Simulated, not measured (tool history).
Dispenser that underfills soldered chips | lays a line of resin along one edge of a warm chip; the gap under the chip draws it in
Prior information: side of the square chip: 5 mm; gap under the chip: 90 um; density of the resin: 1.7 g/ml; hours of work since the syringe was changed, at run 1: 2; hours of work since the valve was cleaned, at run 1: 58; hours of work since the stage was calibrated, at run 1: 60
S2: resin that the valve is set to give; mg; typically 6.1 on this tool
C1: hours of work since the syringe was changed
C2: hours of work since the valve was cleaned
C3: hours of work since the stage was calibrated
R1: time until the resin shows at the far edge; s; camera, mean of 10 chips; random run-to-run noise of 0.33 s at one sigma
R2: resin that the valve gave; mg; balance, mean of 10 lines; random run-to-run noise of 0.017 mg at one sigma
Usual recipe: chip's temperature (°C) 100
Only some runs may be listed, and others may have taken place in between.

run 1 hour=0 | chip's_temperature_(°C)=100 S2=6.1 | C1=2 C2=58 C3=60 | R1=14.8 R2=5.95
-- hour=6.7 dispensing valve cleaned and set on the balance
run 2 hour=9.1 | chip's_temperature_(°C)=100 S2=6.1 | C1=8 C2=2 C3=67 | R1=22.3 R2=6.13
-- hour=10.2 new syringe of resin
run 3 hour=15.8 | chip's_temperature_(°C)=103 S2=6.1 | C1=4 C2=7 C3=72 | R1=16.5 R2=6.09
-- hour=21.2 new syringe of resin
run 4 hour=28.9 | chip's_temperature_(°C)=113 S2=6.1 | C1=6 C2=17 C3=82 | R1=13.5 R2=6.06
-- hour=32.8 new syringe of resin
run 5 hour=40.4 | chip's_temperature_(°C)=113 S2=6.1 | C1=6 C2=26 C3=91 | R1=13.6 R2=6.01
-- hour=44.3 new syringe of resin
run 6 hour=49.8 | chip's_temperature_(°C)=100 S2=5.28 | C1=4 C2=33 C3=98 | R1=18 R2=5.23
-- hour=55.6 new syringe of resin
run 7 hour=58.7 | chip's_temperature_(°C)=100 S2=5.28 | C1=2 C2=40 C3=105 | R1=16.4 R2=5.2
-- hour=66.7 new syringe of resin
run 8 hour=69.8 | chip's_temperature_(°C)=100 S2=5.28 | C1=2 C2=49 C3=114 | R1=16.6 R2=5.16
-- hour=77.8 new syringe of resin
run 9 hour=80.8 | chip's_temperature_(°C)=100 S2=6.1 | C1=2 C2=57 C3=122 | R1=15.5 R2=5.94
run 10 hour=86 | chip's_temperature_(°C)=100 S2=6.1 | C1=7 C2=61 C3=126 | R1=20.3 R2=5.92
-- hour=88.7 dispensing valve cleaned and set on the balance
-- hour=90.7 new syringe of resin
run 11 hour=94.3 | chip's_temperature_(°C)=100 S2=6.1 | C1=3 C2=4 C3=132 | R1=16.2 R2=6.05
run 12 hour=100.8 | chip's_temperature_(°C)=100 S2=6.1 | C1=8 C2=9 C3=137 | R1=22 R2=6.05
-- hour=102.2 new syringe of resin
run 13 hour=111.3 | chip's_temperature_(°C)=95 S2=7.35 | C1=7 C2=17 C3=145 | R1=24 R2=7.26
-- hour=113.9 new syringe of resin
run 14 hour=118.9 | chip's_temperature_(°C)=112 S2=5.88 | C1=4 C2=23 C3=151 | R1=13.1 R2=5.82
-- hour=125.9 new syringe of resin
run 15 hour=128.3 | chip's_temperature_(°C)=92 S2=5.23 | C1=2 C2=30 C3=158 | R1=19.9 R2=5.14

What does the tool deliver on the next run?
-- hour=137.2 new syringe of resin
run 16 hour=139.7 | chip's_temperature_(°C)=111 S2=5.25 | C1=2 C2=39 C3=167 | R1=? R2=?

{"run 16": {"R1": 12, "R2": 5.16}}
Were there no unlogged condition in the tool, this run, its random variation unchanged, would have produced R1 10.8 s, R2 5.25 mg.

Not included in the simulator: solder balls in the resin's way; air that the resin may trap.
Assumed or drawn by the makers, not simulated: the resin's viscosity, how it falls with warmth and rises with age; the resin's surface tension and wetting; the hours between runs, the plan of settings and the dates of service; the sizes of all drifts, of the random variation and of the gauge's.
